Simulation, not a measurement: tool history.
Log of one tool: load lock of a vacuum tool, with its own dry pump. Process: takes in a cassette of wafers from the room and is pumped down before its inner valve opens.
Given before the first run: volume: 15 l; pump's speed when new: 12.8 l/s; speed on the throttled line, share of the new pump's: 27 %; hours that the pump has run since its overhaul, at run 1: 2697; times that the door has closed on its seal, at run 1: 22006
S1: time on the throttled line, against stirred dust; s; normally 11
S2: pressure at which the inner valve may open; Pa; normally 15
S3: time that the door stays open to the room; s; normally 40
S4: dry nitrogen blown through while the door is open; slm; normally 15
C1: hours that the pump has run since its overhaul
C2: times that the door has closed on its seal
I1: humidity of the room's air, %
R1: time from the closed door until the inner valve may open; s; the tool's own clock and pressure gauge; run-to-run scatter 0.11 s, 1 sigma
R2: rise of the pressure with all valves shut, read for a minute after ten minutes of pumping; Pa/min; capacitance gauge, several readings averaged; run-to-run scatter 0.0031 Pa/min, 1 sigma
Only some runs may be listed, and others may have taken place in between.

{"run": 1, "hour": 0.0, "S1": 11, "S2": 15, "S3": 40, "S4": 15, "C1": 2697, "C2": 22006, "I1": 44.2, "R1": 18.8, "R2": 0.654}
{"run": 2, "hour": 210.4, "S1": 11, "S2": 15, "S3": 40, "S4": 15, "C1": 2907, "C2": 22628, "I1": 44.4, "R1": 18.7, "R2": 0.686}
{"hour": 280.4, "done": "door's seal changed, seat wiped"}
{"run": 3, "hour": 365.9, "S1": 11, "S2": 15, "S3": 40, "S4": 15, "C1": 3061, "C2": 253, "I1": 43.1, "R1": 18.7, "R2": 0.068}
{"run": 4, "hour": 498.3, "S1": 11, "S2": 15, "S3": 40, "S4": 5, "C1": 3194, "C2": 644, "I1": 46.5, "R1": 18.8, "R2": 0.094}
{"run": 5, "hour": 624.5, "S1": 11, "S2": 15, "S3": 40, "S4": 5, "C1": 3320, "C2": 1017, "I1": 47.0, "R1": 18.7, "R2": 0.091}
{"run": 6, "hour": 819.2, "S1": 11, "S2": 15, "S3": 40, "S4": 5, "C1": 3515, "C2": 1593, "I1": 46.7, "R1": 19.0, "R2": 0.101}
{"run": 7, "hour": 1030.0, "S1": 11, "S2": 15, "S3": 40, "S4": 5, "C1": 3726, "C2": 2217, "I1": 46.1, "R1": 18.9, "R2": 0.103}
{"run": 8, "hour": 1249.3, "S1": 11, "S2": 15, "S3": 133, "S4": 15, "C1": 3945, "C2": 2865, "I1": 46.3, "R1": 18.8, "R2": 0.177}
{"run": 9, "hour": 1426.6, "S1": 11, "S2": 16, "S3": 40, "S4": 15, "C1": 4122, "C2": 3389, "I1": 44.3, "R1": 18.9, "R2": 0.103}
{"run": 10, "hour": 1550.2, "S1": 11, "S2": 16, "S3": 40, "S4": 15, "C1": 4246, "C2": 3755, "I1": 48.7, "R1": 18.6, "R2": 0.11}
{"run": 11, "hour": 1765.3, "S1": 11, "S2": 16, "S3": 93, "S4": 15, "C1": 4461, "C2": 4391, "I1": 45.4, "R1": 18.9, "R2": 0.163}
{"run": 12, "hour": 1911.9, "S1": 11, "S2": 15, "S3": 40, "S4": 15, "C1": 4607, "C2": 4824, "I1": 42.1, "R1": 18.9, "R2": 0.116}
{"run": 13, "hour": 2010.8, "S1": 11, "S2": 15, "S3": 40, "S4": 6, "C1": 4706, "C2": 5117, "I1": 47.8, "R1": 18.9, "R2": 0.144}
{"run": 14, "hour": 2146.6, "S1": 11, "S2": 15, "S3": 40, "S4": 6, "C1": 4842, "C2": 5518, "I1": 46.0, "R1": 18.8, "R2": 0.145}
{"run": 15, "hour": 2360.2, "S1": 11, "S2": 15, "S3": 40, "S4": 6, "C1": 5056, "C2": 6150, "I1": 45.8, "R1": 18.8, "R2": 0.154}
{"run": 16, "hour": 2508.6, "S1": 11, "S2": 15, "S3": 40, "S4": 6, "C1": 5204, "C2": 6589, "I1": 44.4, "R1": 19.0, "R2": 0.164}
{"run": 17, "hour": 2710.1, "S1": 10, "S2": 15, "S3": 111, "S4": 12, "C1": 5406, "C2": 7185, "I1": 43.8, "R1": 18.2, "R2": 0.223}
{"run": 18, "hour": 2844.3, "S1": 12, "S2": 15, "S3": 119, "S4": 15, "C1": 5540, "C2": 7582, "I1": 44.9, "R1": 19.7, "R2": 0.233}
{"run": 19, "hour": 3066.0, "S1": 12, "S2": 15, "S3": 119, "S4": 15, "C1": 5762, "C2": 8237, "I1": 44.0, "R1": 19.8, "R2": 0.241}
{"run": 20, "hour": 3159.5, "S1": 13, "S2": 15, "S3": 40, "S4": 13, "C1": 5855, "C2": 8513, "I1": 43.7, "R1": 20.5, "R2": 0.187}
{"run": 21, "hour": 3308.4, "S1": 9, "S2": 11, "S3": 29, "S4": 7, "C1": 6004, "C2": 8954, "I1": 43.6, "R1": 18.0, "R2": 0.187}
{"run": 22, "hour": 3508.3, "S1": 11, "S2": 22, "S3": 135, "S4": 15, "C1": 6204, "C2": 9545, "I1": 44.7, "R1": 18.8, "R2": 0.285}
{"run": 23, "hour": 3608.2, "S1": 12, "S2": 15, "S3": 111, "S4": 20, "C1": 6304, "C2": 9840, "I1": 41.4, "R1": 19.7, "R2": 0.25}
{"run": 24, "hour": 3789.0, "S1": 6, "S2": 14, "S3": 32, "S4": 38, "C1": 6484, "C2": 10375, "I1": 46.0, "R1": 15.7, "R2": 0.192}
{"run": 25, "hour": 3962.1, "S1": 6, "S2": 14, "S3": 32, "S4": 38, "C1": 6658, "C2": 10887, "I1": 44.0, "R1": 15.6, "R2": 0.199}
{"run": 26, "hour": 4124.7, "S1": 6, "S2": 21, "S3": 40, "S4": 15, "C1": 6820, "C2": 11368, "I1": 42.3, "R1": 15.3, "R2": 0.242}
{"run": 27, "hour": 4327.6, "S1": 17, "S2": 26, "S3": 130, "S4": 19, "C1": 7023, "C2": 11968, "I1": 45.4, "R1": 22.7, "R2": 0.324}

What would each run have given without the hidden state, its run-to-run variation left as it was?
The hidden state here: pump's speed, % of a new pump's; leak at the door's seal, Pa l/s; drift of the gauge itself on ready_s, %; drift of the gauge itself on rise_pa_min, %.
run=1 R1=18.6 R2=0.068
run=2 R1=18.5 R2=0.075
run=3 R1=18.5 R2=0.067
run=4 R1=18.5 R2=0.090
run=5 R1=18.4 R2=0.083
run=6 R1=18.7 R2=0.088
run=7 R1=18.6 R2=0.084
run=8 R1=18.4 R2=0.151
run=9 R1=18.5 R2=0.072
run=10 R1=18.2 R2=0.073
run=11 R1=18.5 R2=0.119
run=12 R1=18.5 R2=0.068
run=13 R1=18.5 R2=0.090
run=14 R1=18.4 R2=0.085
run=15 R1=18.3 R2=0.084
run=16 R1=18.5 R2=0.086
run=17 R1=17.6 R2=0.136
run=18 R1=19.3 R2=0.138
run=19 R1=19.3 R2=0.131
run=20 R1=20.0 R2=0.074
run=21 R1=17.4 R2=0.064
run=22 R1=18.3 R2=0.151
run=23 R1=19.2 R2=0.111
run=24 R1=15.0 R2=0.043
run=25 R1=14.9 R2=0.038
run=26 R1=14.6 R2=0.069
run=27 R1=22.2 R2=0.136

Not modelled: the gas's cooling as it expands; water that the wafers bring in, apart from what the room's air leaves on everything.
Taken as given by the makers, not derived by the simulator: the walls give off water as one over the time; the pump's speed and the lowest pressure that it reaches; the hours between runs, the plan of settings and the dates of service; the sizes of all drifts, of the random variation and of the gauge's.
